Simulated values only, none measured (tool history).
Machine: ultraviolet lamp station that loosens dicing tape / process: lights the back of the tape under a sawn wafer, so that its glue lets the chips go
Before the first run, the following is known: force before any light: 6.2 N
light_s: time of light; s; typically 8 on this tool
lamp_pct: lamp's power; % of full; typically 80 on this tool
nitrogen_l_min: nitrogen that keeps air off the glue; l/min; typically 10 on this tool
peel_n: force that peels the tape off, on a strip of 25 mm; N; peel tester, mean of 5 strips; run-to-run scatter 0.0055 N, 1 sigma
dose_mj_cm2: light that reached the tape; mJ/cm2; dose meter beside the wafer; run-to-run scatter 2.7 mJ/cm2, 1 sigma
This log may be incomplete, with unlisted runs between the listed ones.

run 1 hour=0.0 | light_s=8 lamp_pct=80 nitrogen_l_min=10 | peel_n=0.270 dose_mj_cm2=247
run 2 hour=75.9 | light_s=8 lamp_pct=80 nitrogen_l_min=10 | peel_n=0.290 dose_mj_cm2=239
run 3 hour=135.8 | light_s=8 lamp_pct=70 nitrogen_l_min=10 | peel_n=0.425 dose_mj_cm2=202
run 4 hour=170.2 | light_s=8 lamp_pct=80 nitrogen_l_min=10 | peel_n=0.315 dose_mj_cm2=233
-- hour=181.5 window cleaned of glue's vapour
run 5 hour=216.2 | light_s=8 lamp_pct=63 nitrogen_l_min=10 | peel_n=0.777 dose_mj_cm2=152
run 6 hour=268.6 | light_s=8 lamp_pct=80 nitrogen_l_min=10 | peel_n=0.504 dose_mj_cm2=193
-- hour=303.9 lamp changed
run 7 hour=353.2 | light_s=8 lamp_pct=61 nitrogen_l_min=10 | peel_n=0.552 dose_mj_cm2=182
run 8 hour=406.8 | light_s=8 lamp_pct=80 nitrogen_l_min=10 | peel_n=0.304 dose_mj_cm2=240
run 9 hour=467.9 | light_s=8 lamp_pct=80 nitrogen_l_min=10 | peel_n=0.309 dose_mj_cm2=234
run 10 hour=531.2 | light_s=5 lamp_pct=80 nitrogen_l_min=7 | peel_n=1.145 dose_mj_cm2=143
run 11 hour=591.8 | light_s=10 lamp_pct=80 nitrogen_l_min=10 | peel_n=0.199 dose_mj_cm2=271
-- hour=627.0 window cleaned of glue's vapour, once more
run 12 hour=664.3 | light_s=11 lamp_pct=80 nitrogen_l_min=10 | peel_n=0.083 dose_mj_cm2=460
run 13 hour=706.8 | light_s=6 lamp_pct=80 nitrogen_l_min=3 | peel_n=0.755 dose_mj_cm2=243
run 14 hour=753.5 | light_s=6 lamp_pct=80 nitrogen_l_min=3 | peel_n=0.824 dose_mj_cm2=243
run 15 hour=808.6 | light_s=4 lamp_pct=81 nitrogen_l_min=3 | peel_n=1.514 dose_mj_cm2=162

How would selected steps in peel_n from run to run divide? Give the signed amount a tool lacking its hidden state would still show from settings, what came in and random variation, and the signed amount left for the hidden state, including any gauge scatter that is not in both of the compared results.
Hidden conditions of the tool in this case: lamp's light, % of a new lamp's; light that the window lets through, % of a clean one's; drift of the gauge itself on peel_n, %; drift of the gauge itself on dose_mj_cm2, %.
Run 10 -> 11: light_s 5 -> 10, nitrogen_l_min 7 -> 10. peel_n -0.946 N: hidden state -0.558, all else -0.388.
